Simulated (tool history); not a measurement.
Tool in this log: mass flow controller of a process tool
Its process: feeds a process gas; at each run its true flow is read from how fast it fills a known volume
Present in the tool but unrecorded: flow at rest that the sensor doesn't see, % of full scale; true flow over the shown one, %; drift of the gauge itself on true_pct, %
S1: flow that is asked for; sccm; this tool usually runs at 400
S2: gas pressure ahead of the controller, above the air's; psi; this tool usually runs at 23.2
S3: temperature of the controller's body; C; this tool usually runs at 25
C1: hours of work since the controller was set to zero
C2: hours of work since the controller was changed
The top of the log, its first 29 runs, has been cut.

{"run": 30, "hour": 3586.4, "S1": 400, "S2": 22.2, "S3": 25, "C1": 3932, "C2": 3932, "true flow (%)": 103.04}
{"run": 31, "hour": 3658.2, "S1": 400, "S2": 22.2, "S3": 25, "C1": 3959, "C2": 3959, "true flow (%)": 103.01}
{"run": 32, "hour": 3825.1, "S1": 400, "S2": 23.2, "S3": 38, "C1": 4023, "C2": 4023, "true flow (%)": 102.51}
{"run": 33, "hour": 3899.4, "S1": 224, "S2": 39, "S3": 32, "C1": 4051, "C2": 4051, "true flow (%)": 104.95}
{"run": 34, "hour": 4010.6, "S1": 224, "S2": 34.7, "S3": 32, "C1": 4094, "C2": 4094, "true flow (%)": 104.74}
{"run": 35, "hour": 4091.3, "S1": 594, "S2": 22.3, "S3": 38, "C1": 4125, "C2": 4125, "true flow (%)": 102.23}
{"run": 36, "hour": 4249.6, "S1": 149, "S2": 27.1, "S3": 24, "C1": 4185, "C2": 4185, "true flow (%)": 107.31}
{"run": 37, "hour": 4320.1, "S1": 197, "S2": 31.2, "S3": 28, "C1": 4212, "C2": 4212, "true flow (%)": 105.56}
{"run": 38, "hour": 4402.8, "S1": 197, "S2": 31.2, "S3": 28, "C1": 4244, "C2": 4244, "true flow (%)": 105.72}
{"run": 39, "hour": 4484.8, "S1": 197, "S2": 31.2, "S3": 28, "C1": 4275, "C2": 4275, "true flow (%)": 105.71}
{"run": 40, "hour": 4579.6, "S1": 534, "S2": 23.9, "S3": 25, "C1": 4312, "C2": 4312, "true flow (%)": 103.23}

Branching from run 40: 5 alternative next runs. What would each branch give?
{"run": "A", "hour": 4674.4, "S1": 425, "S2": 36.5, "S3": 39, "C1": 4348, "C2": 4348, "true flow (%)": "?"}
{"run": "B", "hour": 4674.4, "S1": 120, "S2": 24.7, "S3": 33, "C1": 4348, "C2": 4348, "true flow (%)": "?"}
{"run": "C", "hour": 4674.4, "S1": 400, "S2": 35.4, "S3": 24, "C1": 4348, "C2": 4348, "true flow (%)": "?"}
{"run": "D", "hour": 4674.4, "S1": 312, "S2": 23.9, "S3": 21, "C1": 4348, "C2": 4348, "true flow (%)": "?"}
{"run": "E", "hour": 4674.4, "S1": 113, "S2": 25.2, "S3": 21, "C1": 4348, "C2": 4348, "true flow (%)": "?"}

run=A true_flow_(%)=103.18
run=B true_flow_(%)=108.79
run=C true_flow_(%)=103.75
run=D true_flow_(%)=104.28
run=E true_flow_(%)=110.05
Without the tool's unlogged condition, the same runs would have read:
run=A true_flow_(%)=98.3
run=B true_flow_(%)=97.38
run=C true_flow_(%)=98.71
run=D true_flow_(%)=98.46
run=E true_flow_(%)=98.05
